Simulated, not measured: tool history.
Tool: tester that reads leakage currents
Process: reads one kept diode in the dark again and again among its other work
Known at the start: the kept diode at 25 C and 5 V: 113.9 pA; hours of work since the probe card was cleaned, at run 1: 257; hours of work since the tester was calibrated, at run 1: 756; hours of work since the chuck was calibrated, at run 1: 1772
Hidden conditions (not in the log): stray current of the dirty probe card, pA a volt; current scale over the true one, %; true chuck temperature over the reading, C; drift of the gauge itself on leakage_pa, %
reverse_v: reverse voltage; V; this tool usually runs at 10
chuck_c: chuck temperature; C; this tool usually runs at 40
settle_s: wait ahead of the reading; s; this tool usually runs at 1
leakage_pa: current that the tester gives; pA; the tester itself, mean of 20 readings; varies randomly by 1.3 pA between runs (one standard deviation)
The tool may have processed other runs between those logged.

run	day	reverse_v	chuck_c	settle_s	hours of work since the probe card was cleaned	hours of work since the tester was calibrated	hours of work since the chuck was calibrated	leakage_pa
1	0	10	40	1	257	756	1772	378.44
2	0.588	10	40	1	266	765	1781	381.05
3	1.538	10	40	1	281	780	1796	381.7
4	2.358	3.3	40	1	294	793	1809	258.47
5	3.392	3.3	40	1	310	809	1825	257.72
6	4.762	3.3	40	1	331	830	1846	257.21
7	5.746	3.3	40	1	346	845	1861	256.91
8	6.317	10	34	1	355	854	1870	253.47
9	7.033	10	34	1	366	865	1881	254.27
10	7.746	10	34	1	377	876	1892	253.15
11	8.621	10	34	1	390	890	1905	253.27
12	9.821	10	34	1	409	908	1924	253.88
13	10.562	2.4	22	5.46	420	919	1935	63.51
14	11.633	10	60	0.51	437	936	1952	1357.68
15	12.667	10	60	0.51	453	952	1968	1348.92

How would selected steps in leakage_pa from run to run divide? Give the signed amount a tool lacking its hidden state would still show from settings, what came in and random variation, and the signed amount left for the hidden state, including any gauge scatter that is not in both of the compared results.
Run 13 -> 14: reverse_v 2.4 -> 10, chuck_c 22 -> 60, settle_s 5.46 -> 0.51. leakage_pa +1294.17 pA: hidden state -124.76, all else +1418.93.

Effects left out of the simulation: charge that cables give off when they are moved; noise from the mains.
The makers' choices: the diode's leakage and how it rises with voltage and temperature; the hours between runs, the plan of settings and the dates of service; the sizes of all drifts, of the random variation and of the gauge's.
